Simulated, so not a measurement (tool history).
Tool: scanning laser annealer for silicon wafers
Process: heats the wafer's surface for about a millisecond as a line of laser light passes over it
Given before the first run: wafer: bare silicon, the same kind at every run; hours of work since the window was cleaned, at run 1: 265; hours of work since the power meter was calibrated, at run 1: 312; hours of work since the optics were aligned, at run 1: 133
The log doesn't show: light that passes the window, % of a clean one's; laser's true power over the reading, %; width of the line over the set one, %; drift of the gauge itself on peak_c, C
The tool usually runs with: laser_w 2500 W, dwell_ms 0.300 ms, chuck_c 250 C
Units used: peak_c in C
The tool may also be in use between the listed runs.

run   hour  laser_w  dwell_ms  chuck_c  hours of work since the window was cleaned  hours of work since the power meter was calibrated  hours of work since the optics were aligned  peak_c
  1    0.0     2500     0.300      250                                         265                                                 312                                          133     905
  2    6.3     2500     0.378      250                                         269                                                 316                                          137     989
  3   13.9     2500     0.378      250                                         274                                                 321                                          143     990
  4   24.2     2500     0.378      250                                         282                                                 328                                          150     989
  5   35.7     2500     0.378      250                                         289                                                 336                                          158     988
  6   44.8     2500     0.378      250                                         296                                                 343                                          164     986
      54.3  -- window over the wafer cleaned
  7   58.2     2500     0.319      250                                           3                                                 350                                          172     968
  8   70.9     2500     0.319      257                                          11                                                 359                                          180     974
  9   84.1     2500     0.300      250                                          21                                                 368                                          190     943
 10   94.5     2500     0.300      277                                          28                                                 375                                          197     966
 11  108.1     2500     0.300      250                                          37                                                 385                                          206     939
 12  119.8     2500     0.300      250                                          45                                                 393                                          214     937
 13  127.8     2500     0.300      250                                          51                                                 398                                          220     933
 14  136.1     2500     0.268      250                                          56                                                 404                                          225     898
 15  146.1     2500     0.210      250                                          63                                                 411                                          232     814
 16  159.3     2500     0.210      250                                          72                                                 420                                          241     811
 17  168.5     2500     0.210      250                                          79                                                 426                                          248     812
 18  176.1     2159     0.369      288                                          84                                                 432                                          253     915
     180.1  -- laser's power meter calibrated
 19  192.2     2249     0.270      250                                          93                                                   8                                          262     808
 20  206.2     2712     0.316      230                                         103                                                  18                                          272    1012

What does the tool deliver on the next run?
 21  214.0     2536     0.317      287                                         108                                                  23                                          277       ?

peak_c: 999 C
Had the tool carried no hidden state, the very same run would have given peak_c 1023 C.
